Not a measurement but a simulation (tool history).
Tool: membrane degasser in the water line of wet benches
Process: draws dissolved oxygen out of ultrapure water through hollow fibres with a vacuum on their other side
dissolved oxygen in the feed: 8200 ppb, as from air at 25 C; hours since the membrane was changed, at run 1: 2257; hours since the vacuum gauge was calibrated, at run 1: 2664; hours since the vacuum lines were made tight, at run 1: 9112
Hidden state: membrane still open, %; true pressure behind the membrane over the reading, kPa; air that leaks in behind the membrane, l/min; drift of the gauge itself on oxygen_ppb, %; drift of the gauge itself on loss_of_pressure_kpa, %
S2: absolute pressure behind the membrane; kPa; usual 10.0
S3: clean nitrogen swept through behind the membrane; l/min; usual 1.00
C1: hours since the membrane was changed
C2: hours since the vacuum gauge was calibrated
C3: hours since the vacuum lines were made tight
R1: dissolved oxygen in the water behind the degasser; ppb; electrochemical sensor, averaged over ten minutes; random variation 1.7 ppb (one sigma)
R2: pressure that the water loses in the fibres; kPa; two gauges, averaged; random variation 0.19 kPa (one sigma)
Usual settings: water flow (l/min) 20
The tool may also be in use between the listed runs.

run 1 hour=0.0 | water_flow_(l/min)=20 S2=10.0 S3=1.00 | C1=2257 C2=2664 C3=9112 | R1=301.8 R2=41.37
run 2 hour=164.7 | water_flow_(l/min)=20 S2=10.0 S3=1.00 | C1=2422 C2=2829 C3=9277 | R1=304.7 R2=41.37
-- hour=268.2 seals of the vacuum lines changed
run 3 hour=273.5 | water_flow_(l/min)=20 S2=10.0 S3=1.00 | C1=2529 C2=2936 C3=5 | R1=303.8 R2=41.49
run 4 hour=406.3 | water_flow_(l/min)=20 S2=10.0 S3=1.00 | C1=2662 C2=3069 C3=138 | R1=305.4 R2=41.33
run 5 hour=531.9 | water_flow_(l/min)=17 S2=10.0 S3=1.00 | C1=2787 C2=3194 C3=264 | R1=265.0 R2=35.39
run 6 hour=724.3 | water_flow_(l/min)=17 S2=10.0 S3=1.00 | C1=2980 C2=3387 C3=456 | R1=262.9 R2=34.88
run 7 hour=939.5 | water_flow_(l/min)=17 S2=10.0 S3=1.00 | C1=3195 C2=3602 C3=671 | R1=261.9 R2=35.11
run 8 hour=1078.2 | water_flow_(l/min)=17 S2=10.0 S3=1.00 | C1=3333 C2=3740 C3=810 | R1=263.0 R2=35.18
run 9 hour=1177.4 | water_flow_(l/min)=17 S2=10.0 S3=1.00 | C1=3433 C2=3840 C3=909 | R1=263.7 R2=35.31
run 10 hour=1296.0 | water_flow_(l/min)=20 S2=19.1 S3=1.00 | C1=3551 C2=3958 C3=1028 | R1=678.2 R2=41.29
run 11 hour=1396.4 | water_flow_(l/min)=14 S2=6.0 S3=1.00 | C1=3652 C2=4059 C3=1128 | R1=93.8 R2=28.87
run 12 hour=1524.2 | water_flow_(l/min)=18 S2=10.0 S3=1.00 | C1=3780 C2=4187 C3=1256 | R1=279.9 R2=37.41
run 13 hour=1653.2 | water_flow_(l/min)=14 S2=21.9 S3=1.00 | C1=3908 C2=4315 C3=1385 | R1=583.1 R2=28.68
run 14 hour=1853.2 | water_flow_(l/min)=16 S2=16.5 S3=0.58 | C1=4108 C2=4515 C3=1585 | R1=746.1 R2=33.22
run 15 hour=1963.2 | water_flow_(l/min)=16 S2=16.5 S3=0.58 | C1=4218 C2=4625 C3=1695 | R1=742.3 R2=33.10

Run 16 comes next. What will it give?
run 16 hour=2144.6 | water_flow_(l/min)=22 S2=15.8 S3=1.51 | C1=4400 C2=4807 C3=1876 | R1=? R2=?

{"run 16": {"R1": 433.1, "R2": 45.52}}
Without the tool's hidden state the same run would have given R1 424.3 ppb, R2 45.48 kPa.

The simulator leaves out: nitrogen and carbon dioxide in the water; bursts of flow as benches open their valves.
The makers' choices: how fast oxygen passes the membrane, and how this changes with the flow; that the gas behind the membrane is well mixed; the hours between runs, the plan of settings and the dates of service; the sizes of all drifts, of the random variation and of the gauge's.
